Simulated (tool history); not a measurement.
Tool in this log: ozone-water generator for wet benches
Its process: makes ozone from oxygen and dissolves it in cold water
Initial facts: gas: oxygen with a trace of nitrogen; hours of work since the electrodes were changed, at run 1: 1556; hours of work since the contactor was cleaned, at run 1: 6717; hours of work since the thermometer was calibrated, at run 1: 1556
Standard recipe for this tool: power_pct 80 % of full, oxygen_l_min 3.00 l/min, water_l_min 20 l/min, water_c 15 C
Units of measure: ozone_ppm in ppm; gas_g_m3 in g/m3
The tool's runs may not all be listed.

run,hour,power_pct,oxygen_l_min,water_l_min,water_c,hours of work since the electrodes were changed,hours of work since the contactor was cleaned,hours of work since the thermometer was calibrated,ozone_ppm,gas_g_m3
1,0.0,80,3.00,20,15,1556,6717,1556,13.6,157.0
2,42.5,80,1.95,20,15,1593,6755,1593,11.4,181.4
3,100.2,54,3.00,20,15,1644,6805,1644,10.9,124.8
4,126.5,80,3.00,20,15,1667,6829,1667,14.1,158.1
5,184.0,80,3.00,20,15,1718,6879,1718,13.9,156.2
6,215.2,80,3.00,20,15,1746,6907,1746,13.9,155.7
7,269.8,80,3.00,20,15,1794,6955,1794,13.6,156.8
8,296.1,80,3.00,20,15,1817,6978,1817,13.7,157.1
9,346.8,80,3.00,20,15,1862,7023,1862,13.8,155.5
10,392.9,80,3.00,20,15,1902,7063,1902,13.7,157.1
11,425.1,80,3.00,20,15,1931,7092,1931,13.5,156.9
12,451.3,80,3.00,20,15,1954,7115,1954,13.6,155.7
13,484.1,80,3.00,20,15,1983,7144,1983,13.4,157.2
# hour 487.7: water thermometer calibrated
14,533.4,80,3.00,30,15,2026,7187,40,9.1,155.1
15,562.3,80,4.90,14,14,2051,7212,66,21.4,134.9
16,590.8,47,4.90,14,16,2076,7238,91,14.9,98.2
# hour 612.4: water thermometer calibrated, once more
17,639.2,80,3.00,14,15,2118,7280,24,18.5,156.5
18,672.0,80,2.51,14,12,2147,7309,53,18.0,164.2
19,719.5,80,2.51,14,12,2189,7350,94,18.0,164.8
20,774.0,80,2.51,19,14,2237,7399,142,13.5,165.3
21,822.4,72,2.64,13,8,2280,7441,185,19.2,151.5
22,854.7,92,2.64,13,23,2308,7470,214,18.5,178.0
23,896.9,92,2.64,15,15,2346,7507,251,18.0,176.8
24,951.4,92,2.64,15,15,2394,7555,299,18.1,177.4
25,991.7,80,3.00,20,17,2429,7590,334,13.3,155.3

Consider 4 possible next runs. They are alternatives, not a sequence: every one starts from the tool as it was left by run 25. What does each give?
A,1040.2,68,3.00,20,9,2472,7633,377,?,?
B,1040.2,42,1.96,20,15,2472,7633,377,?,?
C,1040.2,80,2.33,23,7,2472,7633,377,?,?
D,1040.2,80,3.00,24,15,2472,7633,377,?,?

run,ozone_ppm,gas_g_m3
A,13.0,141.0
B,7.6,122.5
C,11.3,167.6
D,11.8,157.2
Had the tool no hidden state, the same runs would have come out as:
run,ozone_ppm,gas_g_m3
A,13.7,143.9
B,7.9,124.2
C,12.0,171.4
D,12.4,160.8
